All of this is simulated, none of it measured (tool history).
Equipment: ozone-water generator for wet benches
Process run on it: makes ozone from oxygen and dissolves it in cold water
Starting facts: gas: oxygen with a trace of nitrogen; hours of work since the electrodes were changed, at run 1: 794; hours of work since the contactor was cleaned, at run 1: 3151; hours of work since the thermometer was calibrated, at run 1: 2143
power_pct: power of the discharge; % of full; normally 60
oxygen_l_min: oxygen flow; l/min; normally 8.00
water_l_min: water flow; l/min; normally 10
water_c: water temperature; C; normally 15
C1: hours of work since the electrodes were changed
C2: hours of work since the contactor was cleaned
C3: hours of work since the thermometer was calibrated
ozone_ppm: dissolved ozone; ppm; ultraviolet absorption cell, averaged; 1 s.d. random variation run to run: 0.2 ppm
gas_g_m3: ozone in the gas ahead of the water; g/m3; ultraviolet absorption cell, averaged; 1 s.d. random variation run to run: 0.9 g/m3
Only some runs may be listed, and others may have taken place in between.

run 1 hour=0.0 | power_pct=60 oxygen_l_min=8.00 water_l_min=10 water_c=15 | C1=794 C2=3151 C3=2143 | ozone_ppm=28.0 gas_g_m3=146.0
run 2 hour=51.4 | power_pct=60 oxygen_l_min=8.00 water_l_min=10 water_c=15 | C1=826 C2=3183 C3=2175 | ozone_ppm=28.1 gas_g_m3=146.2
run 3 hour=88.9 | power_pct=60 oxygen_l_min=8.00 water_l_min=10 water_c=15 | C1=849 C2=3206 C3=2198 | ozone_ppm=27.9 gas_g_m3=144.5
run 4 hour=119.9 | power_pct=60 oxygen_l_min=4.51 water_l_min=10 water_c=15 | C1=868 C2=3225 C3=2217 | ozone_ppm=32.0 gas_g_m3=204.0
run 5 hour=169.5 | power_pct=60 oxygen_l_min=8.00 water_l_min=10 water_c=11 | C1=899 C2=3256 C3=2248 | ozone_ppm=30.5 gas_g_m3=144.2
run 6 hour=215.4 | power_pct=60 oxygen_l_min=10.99 water_l_min=10 water_c=15 | C1=927 C2=3284 C3=2276 | ozone_ppm=25.0 gas_g_m3=118.9
run 7 hour=260.2 | power_pct=60 oxygen_l_min=10.99 water_l_min=10 water_c=15 | C1=955 C2=3312 C3=2304 | ozone_ppm=25.0 gas_g_m3=119.1
-- hour=270.9 contactor cleaned
run 8 hour=299.9 | power_pct=60 oxygen_l_min=4.43 water_l_min=10 water_c=15 | C1=977 C2=18 C3=2326 | ozone_ppm=31.2 gas_g_m3=206.6
run 9 hour=336.9 | power_pct=60 oxygen_l_min=8.00 water_l_min=8 water_c=15 | C1=999 C2=41 C3=2349 | ozone_ppm=31.0 gas_g_m3=143.8
run 10 hour=381.7 | power_pct=60 oxygen_l_min=8.00 water_l_min=8 water_c=15 | C1=1027 C2=68 C3=2376 | ozone_ppm=30.3 gas_g_m3=144.1

Estimate the outcome of run 11 from the log above:
run 11 hour=425.9 | power_pct=51 oxygen_l_min=12.80 water_l_min=10 water_c=15 | C1=1054 C2=96 C3=2403 | ozone_ppm=? gas_g_m3=?

Run 11 yielded ozone_ppm 20.6 ppm, gas_g_m3 97.4 g/m3.
Without the tool's hidden state the same run would have given ozone_ppm 22.7 ppm, gas_g_m3 100.3 g/m3.

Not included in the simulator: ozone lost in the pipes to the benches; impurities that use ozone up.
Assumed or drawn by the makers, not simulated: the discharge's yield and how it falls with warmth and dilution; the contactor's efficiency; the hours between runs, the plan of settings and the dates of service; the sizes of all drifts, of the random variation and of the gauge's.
